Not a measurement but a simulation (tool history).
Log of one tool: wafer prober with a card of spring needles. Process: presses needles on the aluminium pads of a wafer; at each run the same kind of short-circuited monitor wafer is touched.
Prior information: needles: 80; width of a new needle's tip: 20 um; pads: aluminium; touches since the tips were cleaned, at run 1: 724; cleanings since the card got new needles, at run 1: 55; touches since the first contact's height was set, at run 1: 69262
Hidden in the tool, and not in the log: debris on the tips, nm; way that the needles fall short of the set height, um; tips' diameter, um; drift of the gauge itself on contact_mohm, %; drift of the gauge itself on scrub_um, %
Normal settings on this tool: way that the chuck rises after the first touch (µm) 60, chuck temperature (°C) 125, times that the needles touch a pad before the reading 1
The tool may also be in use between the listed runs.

run   hour  way that the chuck rises after the first touch (µm)  chuck temperature (°C)  times that the needles touch a pad before the reading  touches since the tips were cleaned  cleanings since the card got new needles  touches since the first contact's height was set  resistance of one needle with its contact and lead (mohm)  way that a needle slides on the pad (µm)
  1      0                                                   60                     125                                                      1                                  724                                        55                                             69262                                                        172                                     13.65
  2   12.5                                                   60                     125                                                      1                                 8111                                        55                                             76649                                                        175                                     13.64
      14.1  -- tips cleaned on abrasive film
      30.2  -- tips cleaned on abrasive film
  3   36.5                                                   60                      29                                                      1                                 3700                                        57                                             90703                                                        155                                     13.68
      45.8  -- tips cleaned on abrasive film
  4   48.5                                                   60                      29                                                      1                                 1589                                        58                                             97761                                                        155                                     13.67
      62.2  -- tips cleaned on abrasive film
  5   63.6                                                   60                     125                                                      2                                  796                                        59                                            106612                                                        173                                     13.68
      77.9  -- tips cleaned on abrasive film
  6     88                                                   60                     125                                                      2                                 5955                                        60                                            121011                                                        176                                     13.66
      94.3  -- tips cleaned on abrasive film
     109.9  -- tips cleaned on abrasive film
  7  109.9                                                   60                     125                                                      2                                   12                                        62                                            133836                                                        172                                     13.67
     124.6  -- tips cleaned on abrasive film
  8  124.6                                                   60                     125                                                      2                                    0                                        63                                            142474                                                        170                                     13.64
     127.4  -- height of the first contact set anew
     139.8  -- tips cleaned on abrasive film
  9  146.4                                                   60                     125                                                      1                                 3888                                        64                                             11156                                                        175                                     13.69
     155.5  -- tips cleaned on abrasive film
 10  165.2                                                   60                     125                                                      1                                 5726                                        65                                             22229                                                        178                                     13.68
     170.4  -- tips cleaned on abrasive film
     184.6  -- tips cleaned on abrasive film
 11  185.5                                                   60                     125                                                      1                                  552                                        67                                             34137                                                        174                                     13.65
     199.3  -- tips cleaned on abrasive film
 12    207                                                   60                     125                                                      1                                 4594                                        68                                             46803                                                        174                                     13.68
       215  -- tips cleaned on abrasive film
     229.9  -- tips cleaned on abrasive film
 13  231.8                                                   60                     125                                                      1                                 1092                                        70                                             61327                                                        174                                     13.64
     246.2  -- tips cleaned on abrasive film
 14  249.2                                                   60                     125                                                      1                                 1782                                        71                                             71579                                                        174                                     13.66
     262.1  -- tips cleaned on abrasive film
 15  270.5                                                   60                     125                                                      1                                 4954                                        72                                             84088                                                        175                                     13.63
     277.1  -- tips cleaned on abrasive film
     291.8  -- tips cleaned on abrasive film
 16  293.5                                                   72                     125                                                      2                                  988                                        74                                             97579                                                        170                                     16.38
     306.8  -- tips cleaned on abrasive film
 17  307.2                                                   55                      65                                                      3                                  246                                        75                                            105627                                                        164                                     12.51
 18  319.4                                                   41                      30                                                      2                                 7489                                        75                                            112870                                                        167                                      9.31
     321.1  -- tips cleaned on abrasive film
     335.7  -- tips cleaned on abrasive film
 19  346.3                                                   41                      30                                                      2                                 6274                                        77                                            128652                                                        165                                      9.34
     351.2  -- tips cleaned on abrasive film
     366.3  -- tips cleaned on abrasive film
     371.2  -- height of the first contact set anew
 20  376.3                                                   46                      30                                                      1                                 5765                                        79                                              3030                                                        166                                     10.48
     382.2  -- tips cleaned on abrasive film
 21  394.3                                                   46                      30                                                      1                                 7128                                        80                                             13602                                                        164                                     10.48
     396.5  -- tips cleaned on abrasive film
     412.4  -- tips cleaned on abrasive film
 22  416.4                                                   46                      83                                                      1                                 2318                                        82                                             26544                                                        175                                     10.47
     428.2  -- tips cleaned on abrasive film
     443.6  -- tips cleaned on abrasive film
 23    444                                                   60                      31                                                      2                                  259                                        84                                             42773                                                        154                                     13.64
     459.5  -- tips cleaned on abrasive film
 24  463.5                                                   60                      45                                                      1                                 2357                                        85                                             54242                                                        159                                     13.65
     473.8  -- tips cleaned on abrasive film
     488.7  -- tips cleaned on abrasive film
 25  488.7                                                   60                      45                                                      1                                    0                                        87                                             69041                                                        155                                     13.65
 26  502.4                                                   60                      45                                                      1                                 8089                                        87                                             77130                                                        155                                     13.67
     504.9  -- tips cleaned on abrasive film
       521  -- tips cleaned on abrasive film
 27  527.7                                                   75                      86                                                      2                                 3962                                        89                                             91968                                                        161                                     17.04
     536.8  -- tips cleaned on abrasive film
     551.1  -- tips cleaned on abrasive film
 28  551.1                                                   75                      86                                                      2                                    0                                        91                                            105705                                                        162                                     17.07
     565.9  -- tips cleaned on abrasive film
 29  570.4                                                   75                      86                                                      2                                 2635                                        92                                            117051                                                        160                                     17.05

Predict each of these 5 candidate next runs independently; none follows another, all start after run 29:
     581.4  -- tips cleaned on abrasive film
  A  582.4                                                   41                      52                                                      2                                  562                                        93                                            124088                                                          ?                                         ?
     581.4  -- tips cleaned on abrasive film
  B  582.4                                                   75                      51                                                      2                                  562                                        93                                            124088                                                          ?                                         ?
     581.4  -- tips cleaned on abrasive film
  C  582.4                                                   75                      41                                                      2                                  562                                        93                                            124088                                                          ?                                         ?
     581.4  -- tips cleaned on abrasive film
  D  582.4                                                   75                      49                                                      1                                  562                                        93                                            124088                                                          ?                                         ?
     581.4  -- tips cleaned on abrasive film
  E  582.4                                                   77                      34                                                      1                                  562                                        93                                            124088                                                          ?                                         ?

run  resistance of one needle with its contact and lead (mohm)  way that a needle slides on the pad (µm)
  A                                                        175                                      9.36
  B                                                        153                                     17.05
  C                                                        151                                     17.04
  D                                                        152                                     17.08
  E                                                        149                                     17.56
Stripped of hidden state, with their random variation kept, the same runs would have yielded:
run  resistance of one needle with its contact and lead (mohm)  way that a needle slides on the pad (µm)
  A                                                        175                                      9.36
  B                                                        153                                     17.05
  C                                                        151                                     17.04
  D                                                        152                                     17.08
  E                                                        149                                     17.56

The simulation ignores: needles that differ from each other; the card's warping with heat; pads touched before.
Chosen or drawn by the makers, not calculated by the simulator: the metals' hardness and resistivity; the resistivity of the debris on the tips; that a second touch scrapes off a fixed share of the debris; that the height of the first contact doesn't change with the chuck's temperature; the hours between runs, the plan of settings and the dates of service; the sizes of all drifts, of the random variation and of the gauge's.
